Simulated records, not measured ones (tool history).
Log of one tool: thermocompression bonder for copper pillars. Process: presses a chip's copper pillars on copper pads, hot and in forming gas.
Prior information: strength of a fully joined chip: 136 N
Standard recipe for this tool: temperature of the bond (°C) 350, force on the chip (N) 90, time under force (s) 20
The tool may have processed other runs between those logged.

| run | hour | temperature of the bond (°C) | force on the chip (N) | time under force (s) | force that shears a chip off (N) |
|---|---|---|---|---|---|
| 1 | 0.0 | 350 | 90 | 20 | 64.2 |
| 2 | 6.8 | 350 | 90 | 11 | 51.6 |
| 3 | 17.8 | 350 | 90 | 20 | 62.6 |
| 4 | 29.5 | 350 | 90 | 20 | 65.0 |
| 5 | 39.5 | 350 | 90 | 17 | 60.3 |
| 6 | 52.5 | 350 | 90 | 17 | 60.1 |
| 7 | 62.6 | 350 | 90 | 20 | 64.1 |
| 8 | 76.0 | 350 | 90 | 20 | 64.0 |
| 9 | 89.4 | 343 | 90 | 20 | 59.6 |
| 10 | 96.3 | 343 | 90 | 20 | 58.8 |
| 11 | 103.8 | 350 | 90 | 20 | 63.9 |
| 12 | 115.8 | 350 | 90 | 15 | 57.5 |
| 13 | 127.7 | 350 | 90 | 15 | 58.1 |
| 14 | 141.0 | 350 | 90 | 15 | 57.5 |
| 15 | 147.3 | 350 | 90 | 15 | 57.1 |
| 16 | 155.9 | 320 | 90 | 20 | 43.3 |
| 17 | 165.5 | 320 | 90 | 20 | 42.9 |
| 18 | 171.8 | 345 | 90 | 38 | 75.4 |
| 19 | 182.7 | 345 | 90 | 38 | 75.6 |
| 20 | 196.1 | 368 | 125 | 12 | 76.5 |
| 21 | 207.4 | 368 | 125 | 12 | 76.8 |
| 22 | 216.5 | 368 | 97 | 12 | 67.5 |
| 23 | 226.6 | 368 | 97 | 12 | 67.9 |
| 24 | 240.1 | 364 | 114 | 15 | 75.5 |
| 25 | 253.9 | 364 | 114 | 15 | 75.3 |
| 26 | 267.0 | 364 | 114 | 15 | 76.4 |
| 27 | 274.5 | 364 | 97 | 15 | 69.6 |
| 28 | 287.3 | 350 | 112 | 21 | 73.5 |
| 29 | 298.4 | 360 | 78 | 32 | 77.4 |
| 30 | 304.6 | 360 | 78 | 32 | 77.6 |
| 31 | 312.8 | 360 | 78 | 32 | 77.8 |
| 32 | 319.7 | 322 | 78 | 20 | 40.8 |
| 33 | 329.1 | 373 | 57 | 56 | 90.0 |
| 34 | 335.5 | 373 | 57 | 56 | 90.1 |

Here are 4 independent what-if runs from the current tool condition. What would each one return?
| A | 347.1 | 358 | 103 | 16 | ? |
| B | 347.1 | 350 | 106 | 38 | ? |
| C | 347.1 | 350 | 90 | 20 | ? |
| D | 347.1 | 373 | 74 | 11 | ? |

| run | force that shears a chip off (N) |
|---|---|
| A | 69.6 |
| B | 85.1 |
| C | 63.4 |
| D | 61.0 |
With the hidden condition removed and each run's random variation left untouched, the same runs would have given:
| run | force that shears a chip off (N) |
|---|---|
| A | 69.9 |
| B | 85.6 |
| C | 63.5 |
| D | 61.2 |

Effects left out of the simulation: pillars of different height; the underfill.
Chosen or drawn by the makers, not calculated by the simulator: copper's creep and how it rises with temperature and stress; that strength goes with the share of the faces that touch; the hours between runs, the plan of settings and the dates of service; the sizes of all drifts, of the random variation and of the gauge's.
